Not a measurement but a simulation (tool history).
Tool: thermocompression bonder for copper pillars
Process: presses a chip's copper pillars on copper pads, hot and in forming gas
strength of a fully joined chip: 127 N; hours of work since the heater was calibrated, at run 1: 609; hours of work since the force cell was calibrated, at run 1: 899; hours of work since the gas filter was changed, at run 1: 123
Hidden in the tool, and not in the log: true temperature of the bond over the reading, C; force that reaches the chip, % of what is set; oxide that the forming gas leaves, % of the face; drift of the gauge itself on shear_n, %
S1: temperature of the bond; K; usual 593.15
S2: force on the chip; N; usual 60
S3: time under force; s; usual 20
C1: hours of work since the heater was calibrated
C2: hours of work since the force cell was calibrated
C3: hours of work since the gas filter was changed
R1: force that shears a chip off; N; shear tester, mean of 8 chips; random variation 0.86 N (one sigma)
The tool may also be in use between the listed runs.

{"run": 1, "hour": 0.0, "S1": 593.15, "S2": 60, "S3": 20, "C1": 609, "C2": 899, "C3": 123, "R1": 70.3}
{"run": 2, "hour": 35.9, "S1": 593.15, "S2": 60, "S3": 20, "C1": 624, "C2": 914, "C3": 137, "R1": 69.3}
{"run": 3, "hour": 73.8, "S1": 593.15, "S2": 60, "S3": 20, "C1": 640, "C2": 929, "C3": 153, "R1": 69.7}
{"run": 4, "hour": 105.0, "S1": 593.15, "S2": 60, "S3": 20, "C1": 653, "C2": 942, "C3": 166, "R1": 70.6}
{"hour": 145.6, "done": "force cell calibrated"}
{"run": 5, "hour": 160.6, "S1": 593.15, "S2": 42, "S3": 20, "C1": 675, "C2": 6, "C3": 188, "R1": 48.3}
{"run": 6, "hour": 202.7, "S1": 593.15, "S2": 42, "S3": 20, "C1": 692, "C2": 23, "C3": 205, "R1": 47}
{"run": 7, "hour": 250.0, "S1": 593.15, "S2": 42, "S3": 20, "C1": 712, "C2": 43, "C3": 225, "R1": 49.1}
{"run": 8, "hour": 291.1, "S1": 593.15, "S2": 42, "S3": 20, "C1": 728, "C2": 60, "C3": 242, "R1": 48.3}
{"run": 9, "hour": 315.9, "S1": 593.15, "S2": 42, "S3": 20, "C1": 739, "C2": 70, "C3": 252, "R1": 48}
{"run": 10, "hour": 374.6, "S1": 593.15, "S2": 42, "S3": 20, "C1": 763, "C2": 94, "C3": 276, "R1": 46.8}
{"run": 11, "hour": 432.0, "S1": 593.15, "S2": 42, "S3": 20, "C1": 786, "C2": 118, "C3": 300, "R1": 48.6}
{"run": 12, "hour": 483.0, "S1": 593.15, "S2": 42, "S3": 20, "C1": 807, "C2": 139, "C3": 321, "R1": 47.9}
{"run": 13, "hour": 511.2, "S1": 593.15, "S2": 42, "S3": 20, "C1": 819, "C2": 150, "C3": 332, "R1": 48.6}
{"run": 14, "hour": 560.4, "S1": 593.15, "S2": 42, "S3": 20, "C1": 839, "C2": 170, "C3": 352, "R1": 48.7}
{"run": 15, "hour": 598.3, "S1": 593.15, "S2": 60, "S3": 20, "C1": 855, "C2": 186, "C3": 368, "R1": 69.2}
{"run": 16, "hour": 647.3, "S1": 593.15, "S2": 60, "S3": 20, "C1": 875, "C2": 206, "C3": 388, "R1": 71.1}
{"run": 17, "hour": 705.5, "S1": 618.15, "S2": 60, "S3": 20, "C1": 899, "C2": 230, "C3": 412, "R1": 84}
{"run": 18, "hour": 730.2, "S1": 618.15, "S2": 60, "S3": 20, "C1": 909, "C2": 240, "C3": 422, "R1": 81.4}
{"hour": 736.3, "done": "forming gas filter changed"}
{"run": 19, "hour": 773.6, "S1": 593.15, "S2": 60, "S3": 49, "C1": 927, "C2": 258, "C3": 15, "R1": 91.9}
{"run": 20, "hour": 824.7, "S1": 593.15, "S2": 60, "S3": 20, "C1": 948, "C2": 279, "C3": 36, "R1": 70.2}
{"run": 21, "hour": 858.7, "S1": 564.15, "S2": 60, "S3": 42, "C1": 962, "C2": 293, "C3": 50, "R1": 70.1}
{"run": 22, "hour": 913.0, "S1": 601.15, "S2": 47, "S3": 33, "C1": 984, "C2": 315, "C3": 73, "R1": 72}
{"run": 23, "hour": 938.7, "S1": 567.15, "S2": 60, "S3": 20, "C1": 994, "C2": 326, "C3": 83, "R1": 54.6}
{"run": 24, "hour": 986.1, "S1": 610.15, "S2": 60, "S3": 14, "C1": 1014, "C2": 345, "C3": 103, "R1": 70.9}
{"run": 25, "hour": 1029.3, "S1": 585.15, "S2": 72, "S3": 20, "C1": 1032, "C2": 363, "C3": 120, "R1": 76.3}
{"run": 26, "hour": 1073.7, "S1": 569.15, "S2": 57, "S3": 21, "C1": 1050, "C2": 381, "C3": 139, "R1": 55.6}
{"run": 27, "hour": 1126.4, "S1": 569.15, "S2": 57, "S3": 21, "C1": 1072, "C2": 403, "C3": 160, "R1": 54.2}
{"run": 28, "hour": 1166.3, "S1": 569.15, "S2": 64, "S3": 28, "C1": 1088, "C2": 419, "C3": 177, "R1": 67.7}
{"run": 29, "hour": 1222.8, "S1": 569.15, "S2": 64, "S3": 28, "C1": 1111, "C2": 443, "C3": 200, "R1": 66.6}
{"run": 30, "hour": 1279.0, "S1": 581.15, "S2": 81, "S3": 20, "C1": 1134, "C2": 466, "C3": 223, "R1": 82.6}
{"run": 31, "hour": 1309.3, "S1": 569.15, "S2": 89, "S3": 23, "C1": 1147, "C2": 478, "C3": 235, "R1": 84.2}
{"run": 32, "hour": 1362.8, "S1": 586.15, "S2": 86, "S3": 11, "C1": 1169, "C2": 500, "C3": 257, "R1": 76.3}
{"run": 33, "hour": 1404.0, "S1": 586.15, "S2": 39, "S3": 11, "C1": 1186, "C2": 517, "C3": 274, "R1": 31.4}
{"run": 34, "hour": 1434.6, "S1": 565.15, "S2": 37, "S3": 28, "C1": 1198, "C2": 530, "C3": 287, "R1": 35.8}
{"run": 35, "hour": 1459.1, "S1": 565.15, "S2": 37, "S3": 28, "C1": 1208, "C2": 540, "C3": 297, "R1": 35.7}
{"run": 36, "hour": 1494.4, "S1": 617.15, "S2": 53, "S3": 33, "C1": 1223, "C2": 554, "C3": 312, "R1": 84.8}
{"run": 37, "hour": 1520.6, "S1": 617.15, "S2": 53, "S3": 33, "C1": 1234, "C2": 565, "C3": 322, "R1": 85.5}
{"hour": 1546.6, "done": "heater calibrated with a thermocouple chip"}
{"run": 38, "hour": 1561.3, "S1": 593.15, "S2": 71, "S3": 20, "C1": 6, "C2": 581, "C3": 338, "R1": 81.9}
{"run": 39, "hour": 1587.8, "S1": 599.15, "S2": 71, "S3": 20, "C1": 17, "C2": 592, "C3": 349, "R1": 86}
{"run": 40, "hour": 1627.9, "S1": 565.15, "S2": 51, "S3": 60, "C1": 33, "C2": 608, "C3": 366, "R1": 67.7}

Forecast each of these 3 alternatives for the next run:
{"run": "A", "hour": 1674.4, "S1": 589.15, "S2": 38, "S3": 60, "C1": 53, "C2": 627, "C3": 385, "R1": "?"}
{"run": "B", "hour": 1674.4, "S1": 565.15, "S2": 50, "S3": 60, "C1": 53, "C2": 627, "C3": 385, "R1": "?"}
{"run": "C", "hour": 1674.4, "S1": 578.15, "S2": 52, "S3": 60, "C1": 53, "C2": 627, "C3": 385, "R1": "?"}

run=A R1=62.2
run=B R1=66.5
run=C R1=77.1
Without the tool's hidden state the same runs would have given:
run=A R1=62.8
run=B R1=67.1
run=C R1=77.7
